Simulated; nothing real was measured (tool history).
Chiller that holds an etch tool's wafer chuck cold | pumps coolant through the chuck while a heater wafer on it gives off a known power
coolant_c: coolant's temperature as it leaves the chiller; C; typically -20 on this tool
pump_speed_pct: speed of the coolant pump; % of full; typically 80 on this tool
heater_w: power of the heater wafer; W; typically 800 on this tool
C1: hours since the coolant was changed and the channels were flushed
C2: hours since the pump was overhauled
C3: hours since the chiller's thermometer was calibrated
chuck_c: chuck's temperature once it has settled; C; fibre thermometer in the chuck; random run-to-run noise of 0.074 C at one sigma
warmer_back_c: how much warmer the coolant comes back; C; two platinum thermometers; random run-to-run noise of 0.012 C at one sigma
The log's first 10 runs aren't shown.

Run 11, hour 682.4: usual settings; C1 3323; C2 3779; C3 2057. Result: chuck_c -13.37 C, warmer_back_c 2.19 C.
Run 12, hour 746.3: usual settings; C1 3387; C2 3843; C3 2121. Result: chuck_c -13.46 C, warmer_back_c 2.21 C.
Run 13, hour 812.9: usual settings but coolant_c -30 C; C1 3453; C2 3909; C3 2188. Result: chuck_c -23.38 C, warmer_back_c 2.21 C.
Run 14, hour 863.6: usual settings but coolant_c -30 C; C1 3504; C2 3960; C3 2238. Result: chuck_c -23.54 C, warmer_back_c 2.2 C.
Run 15, hour 951.8: usual settings but coolant_c -30 C; C1 3592; C2 4048; C3 2327. Result: chuck_c -23.4 C, warmer_back_c 2.17 C.
Run 16, hour 1039: usual settings but heater_w 967 W; C1 3680; C2 4135; C3 2414. Result: chuck_c -11.95 C, warmer_back_c 2.63 C.
At hour 1073.8: coolant changed, channels flushed.
Run 17, hour 1124.9: usual settings but heater_w 967 W; C1 51; C2 4215; C3 2494. Result: chuck_c -12.09 C, warmer_back_c 2.64 C.
Run 18, hour 1171: usual settings but heater_w 967 W; C1 97; C2 4261; C3 2540. Result: chuck_c -12.16 C, warmer_back_c 2.65 C.
Run 19, hour 1259.9: usual settings but heater_w 967 W; C1 186; C2 4350; C3 2629. Result: chuck_c -12.08 C, warmer_back_c 2.64 C.
Run 20, hour 1350.9: usual settings but coolant_c -29 C, heater_w 769 W; C1 277; C2 4441; C3 2720. Result: chuck_c -22.76 C, warmer_back_c 2.11 C.
Run 21, hour 1400: usual settings but coolant_c -16 C, pump_speed_pct 92 % of full; C1 326; C2 4490; C3 2769. Result: chuck_c -10 C, warmer_back_c 1.86 C.
Run 22, hour 1446.1: usual settings but coolant_c -16 C, pump_speed_pct 74 % of full, heater_w 495 W; C1 372; C2 4537; C3 2815. Result: chuck_c -11.58 C, warmer_back_c 1.49 C.
At hour 1480.6: chiller's thermometer calibrated.
Run 23, hour 1544.6: usual settings but coolant_c -15 C, pump_speed_pct 99 % of full, heater_w 582 W; C1 470; C2 4634; C3 64. Result: chuck_c -10.9 C, warmer_back_c 1.27 C.
Run 24, hour 1585.4: usual settings but coolant_c -16 C, pump_speed_pct 69 % of full, heater_w 1133 W; C1 511; C2 4675; C3 105. Result: chuck_c -5.67 C, warmer_back_c 3.63 C.
Run 25, hour 1671.8: usual settings but coolant_c -28 C, pump_speed_pct 85 % of full, heater_w 1133 W; C1 597; C2 4761; C3 191. Result: chuck_c -19.19 C, warmer_back_c 2.89 C.
Run 26, hour 1716.8: usual settings but coolant_c -28 C, pump_speed_pct 85 % of full, heater_w 1133 W; C1 642; C2 4806; C3 236. Result: chuck_c -19.18 C, warmer_back_c 2.89 C.
Run 27, hour 1791.9: usual settings but coolant_c -17 C, pump_speed_pct 77 % of full, heater_w 696 W; C1 717; C2 4881; C3 311. Result: chuck_c -11.28 C, warmer_back_c 1.98 C.
Run 28, hour 1871.3: usual settings but coolant_c -17 C, pump_speed_pct 77 % of full, heater_w 696 W; C1 796; C2 4961; C3 391. Result: chuck_c -11.25 C, warmer_back_c 1.99 C.
Run 29, hour 1939: usual settings but pump_speed_pct 86 % of full, heater_w 897 W; C1 864; C2 5028; C3 458. Result: chuck_c -13 C, warmer_back_c 2.25 C.
Run 30, hour 2007.6: usual settings but pump_speed_pct 86 % of full, heater_w 897 W; C1 933; C2 5097; C3 527. Result: chuck_c -13.09 C, warmer_back_c 2.26 C.
Run 31, hour 2096.7: usual settings but coolant_c -21 C, pump_speed_pct 86 % of full, heater_w 591 W; C1 1022; C2 5186; C3 616. Result: chuck_c -16.51 C, warmer_back_c 1.48 C.

Predict each of these 3 candidate next runs independently; none follows another, all start after run 31:
Run A, hour 2173: usual settings but coolant_c -21 C, pump_speed_pct 78 % of full, heater_w 718 W; C1 1098; C2 5262; C3 692. Result: chuck_c ?, warmer_back_c ?.
Run B, hour 2173: usual settings but coolant_c -23 C, pump_speed_pct 85 % of full, heater_w 738 W; C1 1098; C2 5262; C3 692. Result: chuck_c ?, warmer_back_c ?.
Run C, hour 2173: usual settings but heater_w 584 W; C1 1098; C2 5262; C3 692. Result: chuck_c ?, warmer_back_c ?.

run  chuck_c  warmer_back_c
  A   -15.03           2.01
  B   -17.34           1.88
  C   -15.24           1.61
Without the tool's hidden state the same runs would have given:
run  chuck_c  warmer_back_c
  A   -15.05              2
  B   -17.36           1.88
  C   -15.26           1.61
